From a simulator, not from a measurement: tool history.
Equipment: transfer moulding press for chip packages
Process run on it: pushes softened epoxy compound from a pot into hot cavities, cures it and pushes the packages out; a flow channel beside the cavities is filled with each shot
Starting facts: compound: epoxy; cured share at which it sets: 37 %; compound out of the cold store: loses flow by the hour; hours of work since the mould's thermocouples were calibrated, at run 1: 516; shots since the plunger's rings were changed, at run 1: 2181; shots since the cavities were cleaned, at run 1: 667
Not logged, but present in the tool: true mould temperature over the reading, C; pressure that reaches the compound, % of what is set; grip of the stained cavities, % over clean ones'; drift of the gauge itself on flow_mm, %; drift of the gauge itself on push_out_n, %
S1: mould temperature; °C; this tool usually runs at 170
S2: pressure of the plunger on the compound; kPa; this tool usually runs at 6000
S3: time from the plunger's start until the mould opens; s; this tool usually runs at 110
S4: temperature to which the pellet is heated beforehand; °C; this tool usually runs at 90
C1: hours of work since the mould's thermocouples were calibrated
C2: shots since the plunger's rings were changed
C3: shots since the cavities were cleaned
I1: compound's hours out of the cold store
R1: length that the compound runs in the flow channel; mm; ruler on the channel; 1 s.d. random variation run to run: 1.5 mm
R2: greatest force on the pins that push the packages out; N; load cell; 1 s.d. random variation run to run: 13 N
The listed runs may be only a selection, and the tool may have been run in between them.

| run | hour | S1 | S2 | S3 | S4 | C1 | C2 | C3 | I1 | R1 | R2 |
|---|---|---|---|---|---|---|---|---|---|---|---|
| 1 | 0.0 | 170 | 6000 | 110 | 90 | 516 | 2181 | 667 | 14.1 | 552 | 1259 |
|  | 36.0 | cavities cleaned with cleaning compound and waxed |
| 2 | 55.4 | 170 | 6000 | 110 | 90 | 553 | 2778 | 215 | 36.7 | 508 | 877 |
|  | 90.7 | plunger's sealing rings changed |
| 3 | 92.9 | 170 | 6000 | 110 | 90 | 577 | 24 | 602 | 46.7 | 513 | 1164 |
|  | 133.3 | cavities cleaned with cleaning compound and waxed |
| 4 | 142.3 | 170 | 6000 | 110 | 90 | 611 | 554 | 99 | 28.9 | 536 | 812 |
|  | 179.0 | mould's thermocouples calibrated |
| 5 | 189.2 | 170 | 6000 | 110 | 90 | 7 | 1052 | 597 | 29.9 | 534 | 1213 |
|  | 229.9 | cavities cleaned with cleaning compound and waxed |
| 6 | 252.9 | 170 | 6000 | 110 | 90 | 50 | 1741 | 255 | 46.0 | 503 | 949 |
| 7 | 281.2 | 170 | 6000 | 110 | 90 | 70 | 2055 | 569 | 19.8 | 543 | 1218 |
| 8 | 318.5 | 170 | 6000 | 110 | 90 | 96 | 2468 | 982 | 33.0 | 517 | 1364 |
|  | 324.7 | cavities cleaned with cleaning compound and waxed |
| 9 | 366.1 | 170 | 6000 | 110 | 90 | 128 | 2979 | 459 | 39.7 | 505 | 1103 |
|  | 380.2 | plunger's sealing rings changed |
| 10 | 399.0 | 170 | 6000 | 110 | 90 | 149 | 209 | 796 | 42.6 | 520 | 1306 |
|  | 425.3 | cavities cleaned with cleaning compound and waxed |
| 11 | 467.0 | 170 | 6000 | 110 | 90 | 195 | 944 | 461 | 20.3 | 552 | 1208 |
|  | 522.0 | cavities cleaned with cleaning compound and waxed |
| 12 | 527.4 | 170 | 6000 | 110 | 90 | 236 | 1597 | 60 | 43.0 | 506 | 799 |
|  | 569.2 | mould's thermocouples calibrated, once more |
| 13 | 586.1 | 170 | 6000 | 110 | 90 | 12 | 2225 | 688 | 15.5 | 547 | 1161 |
|  | 621.5 | cavities cleaned with cleaning compound and waxed |
| 14 | 639.7 | 170 | 6000 | 110 | 90 | 48 | 2802 | 201 | 36.9 | 507 | 815 |
|  | 668.6 | plunger's sealing rings changed |
| 15 | 707.9 | 166 | 6000 | 110 | 90 | 94 | 436 | 929 | 44.2 | 517 | 1495 |
|  | 716.8 | cavities cleaned with cleaning compound and waxed |
| 16 | 746.0 | 171 | 5550 | 117 | 82 | 119 | 842 | 325 | 31.4 | 506 | 796 |
| 17 | 805.9 | 171 | 5550 | 117 | 82 | 160 | 1504 | 987 | 12.1 | 533 | 1148 |
|  | 813.6 | cavities cleaned with cleaning compound and waxed |
| 18 | 852.8 | 177 | 5550 | 99 | 81 | 192 | 2008 | 435 | 16.8 | 516 | 854 |
|  | 910.5 | cavities cleaned with cleaning compound and waxed |
| 19 | 917.0 | 167 | 5320 | 144 | 90 | 236 | 2702 | 72 | 27.6 | 494 | 538 |
| 20 | 944.9 | 167 | 5320 | 144 | 90 | 255 | 3012 | 382 | 9.2 | 523 | 737 |
|  | 954.5 | plunger's sealing rings changed |
|  | 1007.3 | cavities cleaned with cleaning compound and waxed |
| 21 | 1007.3 | 167 | 4710 | 97 | 83 | 295 | 567 | 0 | 9.3 | 512 | 1177 |
| 22 | 1074.1 | 177 | 6770 | 110 | 85 | 342 | 1308 | 741 | 28.7 | 553 | 854 |
|  | 1101.9 | cavities cleaned with cleaning compound and waxed |
| 23 | 1109.5 | 177 | 6770 | 110 | 85 | 365 | 1684 | 85 | 31.0 | 547 | 557 |
| 24 | 1164.3 | 170 | 4850 | 110 | 93 | 403 | 2291 | 692 | 17.3 | 490 | 1201 |
|  | 1195.6 | cavities cleaned with cleaning compound and waxed |
| 25 | 1195.6 | 170 | 4620 | 110 | 85 | 424 | 2621 | 0 | 26.7 | 464 | 679 |
| 26 | 1231.5 | 162 | 5110 | 105 | 95 | 449 | 3018 | 397 | 35.1 | 483 | 1941 |
|  | 1242.9 | plunger's sealing rings changed |
| 27 | 1272.6 | 172 | 5940 | 105 | 87 | 476 | 330 | 825 | 43.1 | 509 | 1202 |

3 ways to go on from here, each from the tool as it stands after run 27. What would each give?
|  | 1293.2 | cavities cleaned with cleaning compound and waxed |
| A | 1317.1 | 170 | 6310 | 110 | 92 | 506 | 806 | 265 | 21.9 | ? | ? |
|  | 1293.2 | cavities cleaned with cleaning compound and waxed |
| B | 1317.1 | 167 | 6000 | 110 | 90 | 506 | 806 | 265 | 16.3 | ? | ? |
|  | 1293.2 | cavities cleaned with cleaning compound and waxed |
| C | 1317.1 | 172 | 7480 | 105 | 87 | 506 | 806 | 265 | 44.4 | ? | ? |

| run | R1 | R2 |
|---|---|---|
| A | 558 | 973 |
| B | 561 | 1226 |
| C | 563 | 880 |
With the hidden condition removed and each run's random variation left untouched, the same runs would have given:
| run | R1 | R2 |
|---|---|---|
| A | 564 | 636 |
| B | 567 | 793 |
| C | 570 | 578 |
